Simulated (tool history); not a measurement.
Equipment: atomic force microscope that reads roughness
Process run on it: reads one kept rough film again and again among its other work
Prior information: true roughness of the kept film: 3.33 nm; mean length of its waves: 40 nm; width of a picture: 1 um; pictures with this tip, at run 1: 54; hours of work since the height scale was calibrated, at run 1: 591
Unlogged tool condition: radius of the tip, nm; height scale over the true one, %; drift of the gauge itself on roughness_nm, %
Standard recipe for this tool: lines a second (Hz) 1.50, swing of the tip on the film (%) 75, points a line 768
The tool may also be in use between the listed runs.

run	hour	lines a second (Hz)	swing of the tip on the film (%)	points a line	pictures with this tip	hours of work since the height scale was calibrated	roughness of the kept film (nm (root mean square))
1	0.0	1.50	75	768	54	591	2.717
2	20.6	1.50	75	768	91	602	2.586
# hour 30.2: new tip fitted
3	54.4	1.50	75	768	43	619	2.757
4	77.9	1.50	75	768	85	631	2.598
# hour 90.9: new tip fitted
5	105.4	1.50	75	768	26	645	2.821
6	130.4	1.50	73	768	71	657	2.695
# hour 150.8: new tip fitted
7	155.0	1.50	73	768	8	670	2.892
8	187.4	1.50	75	768	66	686	2.679
# hour 212.2: new tip fitted
9	212.9	1.50	75	768	1	699	2.927
10	235.2	1.50	75	768	41	710	2.800
11	256.1	1.50	75	993	78	721	2.645
# hour 272.4: new tip fitted
12	285.4	1.50	75	993	23	736	2.863
13	314.0	1.50	75	307	74	750	2.681
# hour 332.5: new tip fitted
14	345.5	1.50	75	307	23	766	2.834
15	364.8	1.50	75	307	58	776	2.720
16	388.7	1.50	75	299	100	788	2.586
# hour 392.3: new tip fitted
17	406.8	1.50	75	299	26	797	2.771
18	431.1	1.50	75	299	69	809	2.646
# hour 453.0: new tip fitted
19	453.8	1.50	75	768	2	821	2.911
20	470.4	1.50	68	768	31	829	2.910
21	507.7	1.50	89	831	98	848	2.417
# hour 513.0: new tip fitted
22	526.7	1.50	89	275	25	858	2.597
23	558.2	1.50	69	342	81	874	2.699
# hour 562.5: height scale calibrated on a step standard
# hour 575.5: new tip fitted
24	597.0	1.50	75	529	39	17	2.781
25	612.2	1.82	75	435	66	25	2.635
# hour 634.5: new tip fitted
26	644.0	1.82	61	764	17	41	2.985
27	663.3	1.82	61	445	51	51	2.862
# hour 695.8: new tip fitted
28	699.5	1.82	61	445	7	69	3.004
29	730.9	1.82	61	445	63	85	2.804
# hour 756.0: new tip fitted
30	756.0	1.71	73	679	0	98	2.933
31	771.5	1.71	73	679	27	106	2.826
# hour 775.2: height scale calibrated on a step standard, once more
32	806.6	1.71	68	367	88	16	2.673
# hour 817.0: new tip fitted
33	837.2	0.70	68	653	36	31	2.957
34	861.4	0.94	75	721	79	44	2.724
# hour 876.9: new tip fitted
35	877.1	1.36	63	1001	0	52	3.081
36	895.8	1.36	56	927	34	61	3.004
37	918.4	2.37	55	548	74	73	2.796
38	933.4	0.51	82	675	101	80	2.709
# hour 936.5: new tip fitted
39	950.5	0.51	82	675	25	89	2.943

Hidden condition of the tool, last listed run before each entry between runs versus first listed run after:
Run 2 -> run 3: new tip fitted (hour 30.2)
  radius of the tip, nm: 21.2 -> 13; height scale over the true one, %: 0.19 -> 0.2
  what was measured, less what the result would be without the hidden state, roughness of the kept film (nm (root mean square)): -0.325 -> -0.168
Run 4 -> run 5: new tip fitted (hour 90.9)
  radius of the tip, nm: 20.1 -> 9.4; height scale over the true one, %: 0.2 -> 0.21
  what was measured, less what the result would be without the hidden state, roughness of the kept film (nm (root mean square)): -0.304 -> -0.091
Run 6 -> run 7: new tip fitted (hour 150.8)
  radius of the tip, nm: 16.5 -> 6.7
  what was measured, less what the result would be without the hidden state, roughness of the kept film (nm (root mean square)): -0.238 -> -0.033
Run 8 -> run 9: new tip fitted (hour 212.2)
  radius of the tip, nm: 16.1 -> 5.5
  what was measured, less what the result would be without the hidden state, roughness of the kept film (nm (root mean square)): -0.228 -> -0.006
Run 11 -> run 12: new tip fitted (hour 272.4)
  radius of the tip, nm: 18.4 -> 8.5; height scale over the true one, %: 0.24 -> 0.25
  what was measured, less what the result would be without the hidden state, roughness of the kept film (nm (root mean square)): -0.273 -> -0.071
Run 13 -> run 14: new tip fitted (hour 332.5)
  radius of the tip, nm: 16.8 -> 9.1
  what was measured, less what the result would be without the hidden state, roughness of the kept film (nm (root mean square)): -0.241 -> -0.083
Run 16 -> run 17: new tip fitted (hour 392.3)
  radius of the tip, nm: 21 -> 10.1; height scale over the true one, %: 0.27 -> 0.28
  what was measured, less what the result would be without the hidden state, roughness of the kept film (nm (root mean square)): -0.318 -> -0.103
Run 18 -> run 19: new tip fitted (hour 453.0)
  radius of the tip, nm: 17 -> 5.4; height scale over the true one, %: 0.28 -> 0.29
  what was measured, less what the result would be without the hidden state, roughness of the kept film (nm (root mean square)): -0.243 -> +0.000
Run 21 -> run 22: new tip fitted (hour 513.0)
  radius of the tip, nm: 20.6 -> 9.6
  what was measured, less what the result would be without the hidden state, roughness of the kept film (nm (root mean square)): -0.291 -> -0.086
Run 23 -> run 24: height scale calibrated on a step standard (hour 562.5); new tip fitted (hour 575.5)
  radius of the tip, nm: 18.6 -> 11.6; height scale over the true one, %: 0.31 -> 0.49
  what was measured, less what the result would be without the hidden state, roughness of the kept film (nm (root mean square)): -0.281 -> -0.131
Run 25 -> run 26: new tip fitted (hour 634.5)
  radius of the tip, nm: 16.3 -> 7.8; height scale over the true one, %: 0.49 -> 0.5
  what was measured, less what the result would be without the hidden state, roughness of the kept film (nm (root mean square)): -0.220 -> -0.051
Run 27 -> run 28: new tip fitted (hour 695.8)
  radius of the tip, nm: 13.2 -> 6.5
  what was measured, less what the result would be without the hidden state, roughness of the kept film (nm (root mean square)): -0.170 -> -0.020
Run 29 -> run 30: new tip fitted (hour 756.0)
  radius of the tip, nm: 16.5 -> 5
  what was measured, less what the result would be without the hidden state, roughness of the kept film (nm (root mean square)): -0.238 -> +0.015
Run 31 -> run 32: height scale calibrated on a step standard, once more (hour 775.2)
  radius of the tip, nm: 9.9 -> 20.4; height scale over the true one, %: 0.53 -> 0.24
  what was measured, less what the result would be without the hidden state, roughness of the kept film (nm (root mean square)): -0.094 -> -0.318
Run 32 -> run 33: new tip fitted (hour 817.0)
  radius of the tip, nm: 20.4 -> 11.7
  what was measured, less what the result would be without the hidden state, roughness of the kept film (nm (root mean square)): -0.318 -> -0.150
Run 34 -> run 35: new tip fitted (hour 876.9)
  radius of the tip, nm: 19.3 -> 5.5
  what was measured, less what the result would be without the hidden state, roughness of the kept film (nm (root mean square)): -0.301 -> -0.006
Run 38 -> run 39: new tip fitted (hour 936.5)
  radius of the tip, nm: 21.8 -> 10.1; height scale over the true one, %: 0.26 -> 0.27
  what was measured, less what the result would be without the hidden state, roughness of the kept film (nm (root mean square)): -0.353 -> -0.110
